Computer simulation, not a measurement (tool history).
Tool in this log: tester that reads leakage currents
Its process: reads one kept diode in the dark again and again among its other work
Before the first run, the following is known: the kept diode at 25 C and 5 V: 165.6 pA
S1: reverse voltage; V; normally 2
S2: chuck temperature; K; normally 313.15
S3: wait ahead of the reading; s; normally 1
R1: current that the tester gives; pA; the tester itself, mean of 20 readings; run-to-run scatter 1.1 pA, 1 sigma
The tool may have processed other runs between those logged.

run 1 hour=0 | S1=2 S2=313.15 S3=1 | R1=355.37
run 2 hour=19.3 | S1=2 S2=313.15 S3=1 | R1=357.27
run 3 hour=33.4 | S1=2 S2=322.15 S3=1 | R1=708.21
run 4 hour=56.3 | S1=2 S2=322.15 S3=1 | R1=707.5
run 5 hour=80.2 | S1=2 S2=322.15 S3=1 | R1=705.41
run 6 hour=107.2 | S1=2 S2=322.15 S3=1 | R1=705.83
run 7 hour=135.1 | S1=2 S2=316.15 S3=1 | R1=447.93
run 8 hour=153.4 | S1=2 S2=316.15 S3=1 | R1=449.76
run 9 hour=173.8 | S1=2 S2=316.15 S3=1 | R1=447.88
run 10 hour=191.8 | S1=2 S2=316.15 S3=1 | R1=447.9
run 11 hour=221.6 | S1=2 S2=316.15 S3=1 | R1=447.92
run 12 hour=243.6 | S1=18.97 S2=313.15 S3=1 | R1=1112.81
run 13 hour=263.2 | S1=11.68 S2=319.15 S3=0.33 | R1=1380.72
run 14 hour=287.9 | S1=12.16 S2=313.15 S3=1 | R1=891.05
run 15 hour=302.2 | S1=4.28 S2=301.15 S3=6.9 | R1=197.53
run 16 hour=326.2 | S1=11.41 S2=296.15 S3=1 | R1=212.08
run 17 hour=351.6 | S1=11.41 S2=296.15 S3=1 | R1=212.71
run 18 hour=381.4 | S1=1.79 S2=303.15 S3=0.55 | R1=149.46
run 19 hour=410.9 | S1=2.5 S2=322.15 S3=0.88 | R1=789.39
run 20 hour=429 | S1=4.95 S2=322.15 S3=0.78 | R1=1119.21
run 21 hour=456.8 | S1=4.95 S2=294.15 S3=1.11 | R1=115.55
run 22 hour=477.1 | S1=4.95 S2=294.15 S3=1.11 | R1=116.64
run 23 hour=498.9 | S1=4.95 S2=294.15 S3=1.11 | R1=116.69

For some of the steps in R1 from one run to the next: how much would appear even if the tool had no hidden state, given the settings, what came in and random variation, and how much remains for the hidden state plus any gauge scatter that the measured result and the result without hidden state don't share?
The tool's hidden condition here consists of: stray current of the dirty probe card, pA a volt; current scale over the true one, %; true chuck temperature over the reading, C; drift of the gauge itself on leakage_pa, %.
Run 14 -> 15: S1 12.16 -> 4.28, S2 313.15 -> 301.15, S3 1 -> 6.9. R1 -693.52 pA: hidden state +3.72, all else -697.24.
Run 18 -> 19: S1 1.79 -> 2.5, S2 303.15 -> 322.15, S3 0.55 -> 0.88. R1 +639.93 pA: hidden state -4.81, all else +644.74.
Run 20 -> 21: S2 322.15 -> 294.15, S3 0.78 -> 1.11. R1 -1003.66 pA: hidden state +7.83, all else -1011.49.

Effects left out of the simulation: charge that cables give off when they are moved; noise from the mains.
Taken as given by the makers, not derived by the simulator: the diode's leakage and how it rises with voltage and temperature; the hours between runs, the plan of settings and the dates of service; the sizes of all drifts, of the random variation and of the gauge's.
